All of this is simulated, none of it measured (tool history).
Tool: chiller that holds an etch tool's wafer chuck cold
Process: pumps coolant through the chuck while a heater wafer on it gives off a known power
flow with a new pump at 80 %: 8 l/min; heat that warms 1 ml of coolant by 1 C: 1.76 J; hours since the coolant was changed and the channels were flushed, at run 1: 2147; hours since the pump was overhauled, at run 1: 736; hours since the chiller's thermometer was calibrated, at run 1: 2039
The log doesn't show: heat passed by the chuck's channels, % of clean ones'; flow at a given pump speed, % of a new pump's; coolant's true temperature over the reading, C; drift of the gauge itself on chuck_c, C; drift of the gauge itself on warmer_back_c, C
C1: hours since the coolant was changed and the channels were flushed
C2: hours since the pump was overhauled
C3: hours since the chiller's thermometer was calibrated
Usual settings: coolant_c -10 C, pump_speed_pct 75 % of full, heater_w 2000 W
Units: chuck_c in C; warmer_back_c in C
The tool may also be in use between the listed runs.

Run 1, hour 0: usual settings; C1 2147; C2 736; C3 2039. Result: chuck_c 13.9 C, warmer_back_c 9.2 C.
Run 2, hour 60.2: usual settings; C1 2207; C2 796; C3 2099. Result: chuck_c 13.9 C, warmer_back_c 9.18 C.
Run 3, hour 123.3: usual settings; C1 2270; C2 859; C3 2162. Result: chuck_c 14 C, warmer_back_c 9.19 C.
Run 4, hour 176.3: usual settings; C1 2323; C2 912; C3 2215. Result: chuck_c 14.1 C, warmer_back_c 9.14 C.
Run 5, hour 209.5: usual settings; C1 2356; C2 945; C3 2248. Result: chuck_c 14.1 C, warmer_back_c 9.18 C.
Run 6, hour 261.4: usual settings but pump_speed_pct 85 % of full; C1 2408; C2 997; C3 2300. Result: chuck_c 12.4 C, warmer_back_c 8.13 C.
Run 7, hour 326.5: usual settings but pump_speed_pct 90 % of full, heater_w 1572 W; C1 2473; C2 1062; C3 2365. Result: chuck_c 7.2 C, warmer_back_c 6.01 C.
Run 8, hour 389.8: usual settings but pump_speed_pct 81 % of full; C1 2537; C2 1126; C3 2429. Result: chuck_c 13.2 C, warmer_back_c 8.55 C.
At hour 396.1: chiller's thermometer calibrated.
Run 9, hour 460.1: usual settings but pump_speed_pct 81 % of full; C1 2606; C2 1195; C3 64. Result: chuck_c 13.2 C, warmer_back_c 8.5 C.
Run 10, hour 509.7: usual settings but coolant_c -9 C, pump_speed_pct 78 % of full, heater_w 1758 W; C1 2655; C2 1245; C3 114. Result: chuck_c 11.8 C, warmer_back_c 7.8 C.
Run 11, hour 569.1: usual settings but coolant_c -4 C, pump_speed_pct 79 % of full; C1 2715; C2 1304; C3 173. Result: chuck_c 19.7 C, warmer_back_c 8.8 C.

Forecast each of these 4 alternatives for the next run:
Run A, hour 637.8: usual settings but coolant_c -2 C, pump_speed_pct 80 % of full, heater_w 2746 W; C1 2784; C2 1373; C3 242. Result: chuck_c ?, warmer_back_c ?.
Run B, hour 637.8: usual settings but heater_w 2289 W; C1 2784; C2 1373; C3 242. Result: chuck_c ?, warmer_back_c ?.
Run C, hour 637.8: usual settings but coolant_c -5 C; C1 2784; C2 1373; C3 242. Result: chuck_c ?, warmer_back_c ?.
Run D, hour 637.8: usual settings but pump_speed_pct 83 % of full; C1 2784; C2 1373; C3 242. Result: chuck_c ?, warmer_back_c ?.

run  chuck_c  warmer_back_c
  A     30.5          11.82
  B     17.7          10.59
  C     19.2           9.24
  D     12.9           8.34
Without the tool's hidden state the same runs would have given:
run  chuck_c  warmer_back_c
  A     28.5          11.65
  B     16.2          10.44
  C     17.9           9.11
  D     11.6           8.22

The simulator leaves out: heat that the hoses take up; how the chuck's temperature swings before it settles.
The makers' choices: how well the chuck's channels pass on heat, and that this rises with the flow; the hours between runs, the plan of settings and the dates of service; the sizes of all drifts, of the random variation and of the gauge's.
